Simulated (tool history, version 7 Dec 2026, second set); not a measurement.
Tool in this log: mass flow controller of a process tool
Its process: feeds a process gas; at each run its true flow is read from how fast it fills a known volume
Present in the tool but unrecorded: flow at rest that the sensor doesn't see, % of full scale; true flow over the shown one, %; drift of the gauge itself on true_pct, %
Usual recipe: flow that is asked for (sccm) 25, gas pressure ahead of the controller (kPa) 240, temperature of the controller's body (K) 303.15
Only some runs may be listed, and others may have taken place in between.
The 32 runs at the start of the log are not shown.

run	hour	flow that is asked for (sccm)	gas pressure ahead of the controller (kPa)	temperature of the controller's body (K)	hours of work since the controller was set to zero	hours of work since the controller was changed	true flow (%)
33	2257.1	8	231	313.15	1349	1349	100.10
34	2332.3	25	240	304.15	1372	1372	99.72
35	2416.0	46	186	303.15	1398	1398	100.35
36	2504.8	8	199	295.15	1425	1425	99.60
37	2571.0	6	240	302.15	1445	1445	99.43
38	2645.0	6	240	302.15	1467	1467	99.47
39	2690.6	7	251	297.15	1481	1481	99.24
40	2745.4	25	191	303.15	1498	1498	100.00
41	2821.7	25	191	303.15	1521	1521	100.07

Branching from run 41: 3 alternative next runs. What would each branch give?
A	2875.9	13	193	303.15	1538	1538	?
B	2875.9	50	240	305.15	1538	1538	?
C	2875.9	33	191	297.15	1538	1538	?

run	true flow (%)
A	99.80
B	100.22
C	99.75
Stripped of hidden state, with their random variation kept, the same runs would have yielded:
run	true flow (%)
A	99.80
B	100.22
C	99.75

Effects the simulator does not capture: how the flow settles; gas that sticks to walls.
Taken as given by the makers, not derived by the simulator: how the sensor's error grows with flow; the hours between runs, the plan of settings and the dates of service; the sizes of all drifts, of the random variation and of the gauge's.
